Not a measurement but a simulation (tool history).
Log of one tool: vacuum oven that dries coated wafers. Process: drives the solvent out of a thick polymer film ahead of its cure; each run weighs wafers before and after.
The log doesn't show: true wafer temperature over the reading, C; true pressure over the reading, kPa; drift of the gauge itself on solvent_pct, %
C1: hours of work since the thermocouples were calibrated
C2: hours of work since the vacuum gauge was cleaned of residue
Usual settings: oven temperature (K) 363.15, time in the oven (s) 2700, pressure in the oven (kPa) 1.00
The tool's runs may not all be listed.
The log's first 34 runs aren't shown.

run 35 day=91.196 | oven_temperature_(K)=362.15 time_in_the_oven_(s)=2700 pressure_in_the_oven_(kPa)=1.00 | C1=40 C2=1339 | solvent_left_in_the_film_(%)=2.33
run 36 day=93.108 | oven_temperature_(K)=350.15 time_in_the_oven_(s)=2520 pressure_in_the_oven_(kPa)=1.53 | C1=60 C2=1359 | solvent_left_in_the_film_(%)=5.95
run 37 day=96.400 | oven_temperature_(K)=355.15 time_in_the_oven_(s)=2100 pressure_in_the_oven_(kPa)=2.87 | C1=94 C2=1393 | solvent_left_in_the_film_(%)=6.69
run 38 day=99.383 | oven_temperature_(K)=355.15 time_in_the_oven_(s)=2100 pressure_in_the_oven_(kPa)=2.87 | C1=125 C2=1424 | solvent_left_in_the_film_(%)=6.60
run 39 day=102.812 | oven_temperature_(K)=355.15 time_in_the_oven_(s)=2100 pressure_in_the_oven_(kPa)=2.87 | C1=160 C2=1460 | solvent_left_in_the_film_(%)=6.78
run 40 day=105.883 | oven_temperature_(K)=352.15 time_in_the_oven_(s)=2220 pressure_in_the_oven_(kPa)=2.87 | C1=192 C2=1492 | solvent_left_in_the_film_(%)=7.34
run 41 day=108.050 | oven_temperature_(K)=355.15 time_in_the_oven_(s)=2700 pressure_in_the_oven_(kPa)=0.78 | C1=215 C2=1514 | solvent_left_in_the_film_(%)=3.63
run 42 day=111.612 | oven_temperature_(K)=367.15 time_in_the_oven_(s)=1440 pressure_in_the_oven_(kPa)=0.57 | C1=252 C2=1551 | solvent_left_in_the_film_(%)=3.85

3 ways to go on from here, each from the tool as it stands after run 42. What would each give?
run A day=114.667 | oven_temperature_(K)=375.15 time_in_the_oven_(s)=1440 pressure_in_the_oven_(kPa)=0.93 | C1=283 C2=1583 | solvent_left_in_the_film_(%)=?
run B day=114.667 | oven_temperature_(K)=363.15 time_in_the_oven_(s)=2700 pressure_in_the_oven_(kPa)=1.00 | C1=283 C2=1583 | solvent_left_in_the_film_(%)=?
run C day=114.667 | oven_temperature_(K)=363.15 time_in_the_oven_(s)=4020 pressure_in_the_oven_(kPa)=2.33 | C1=283 C2=1583 | solvent_left_in_the_film_(%)=?

run=A solvent_left_in_the_film_(%)=2.26
run=B solvent_left_in_the_film_(%)=2.18
run=C solvent_left_in_the_film_(%)=2.21
Without the tool's hidden state the same runs would have given:
run=A solvent_left_in_the_film_(%)=2.25
run=B solvent_left_in_the_film_(%)=2.16
run=C solvent_left_in_the_film_(%)=2.19
